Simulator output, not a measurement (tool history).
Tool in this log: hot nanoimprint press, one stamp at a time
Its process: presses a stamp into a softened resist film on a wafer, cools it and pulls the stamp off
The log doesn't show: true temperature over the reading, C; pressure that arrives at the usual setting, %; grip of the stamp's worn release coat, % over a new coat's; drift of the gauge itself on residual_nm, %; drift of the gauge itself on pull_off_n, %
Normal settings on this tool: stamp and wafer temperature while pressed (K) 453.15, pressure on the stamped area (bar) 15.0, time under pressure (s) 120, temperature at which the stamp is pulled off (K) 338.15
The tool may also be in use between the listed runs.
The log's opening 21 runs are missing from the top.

| run | hour | stamp and wafer temperature while pressed (K) | pressure on the stamped area (bar) | time under pressure (s) | temperature at which the stamp is pulled off (K) | hours of work since the thermocouple was calibrated | imprints on the stamp's release coat | hours of work since the press's seals were changed | resist left under the stamp's widest pad (angstrom) | greatest force while the stamp is pulled off (N) |
|---|---|---|---|---|---|---|---|---|---|---|
| 22 | 237.6 | 443.15 | 11.9 | 60 | 338.15 | 256 | 869 | 282 | 2669 | 102 |
| 23 | 252.9 | 443.15 | 11.9 | 157 | 338.15 | 264 | 900 | 289 | 2053 | 103 |
| 24 | 263.1 | 454.15 | 12.9 | 152 | 330.15 | 268 | 921 | 294 | 1447 | 115 |
|  | 275.6 | stamp cleaned and given a new release coat |
| 25 | 280.0 | 454.15 | 12.9 | 152 | 330.15 | 274 | 9 | 300 | 1449 | 110 |
| 26 | 292.9 | 459.15 | 11.5 | 88 | 330.15 | 280 | 35 | 306 | 1638 | 114 |
| 27 | 307.4 | 459.15 | 15.9 | 88 | 346.15 | 287 | 64 | 313 | 1439 | 94 |
| 28 | 318.9 | 453.15 | 15.0 | 136 | 338.15 | 292 | 87 | 318 | 1448 | 105 |
| 29 | 327.9 | 446.15 | 9.3 | 136 | 330.15 | 297 | 105 | 323 | 2112 | 115 |
| 30 | 339.2 | 452.15 | 12.0 | 197 | 337.15 | 302 | 128 | 328 | 1424 | 104 |

Alternative continuations, all from the tool just after run 30; predict every row:
| A | 351.6 | 453.15 | 23.7 | 120 | 346.15 | 308 | 153 | 334 | ? | ? |
| B | 351.6 | 453.15 | 17.9 | 90 | 338.15 | 308 | 153 | 334 | ? | ? |
| C | 351.6 | 453.15 | 15.0 | 120 | 336.15 | 308 | 153 | 334 | ? | ? |
| D | 351.6 | 454.15 | 15.0 | 151 | 338.15 | 308 | 153 | 334 | ? | ? |

| run | resist left under the stamp's widest pad (angstrom) | greatest force while the stamp is pulled off (N) |
|---|---|---|
| A | 1251 | 92 |
| B | 1600 | 102 |
| C | 1526 | 107 |
| D | 1345 | 103 |
With no hidden state in the tool, these same runs would have given:
| run | resist left under the stamp's widest pad (angstrom) | greatest force while the stamp is pulled off (N) |
|---|---|---|
| A | 1277 | 92 |
| B | 1633 | 102 |
| C | 1558 | 107 |
| D | 1373 | 103 |
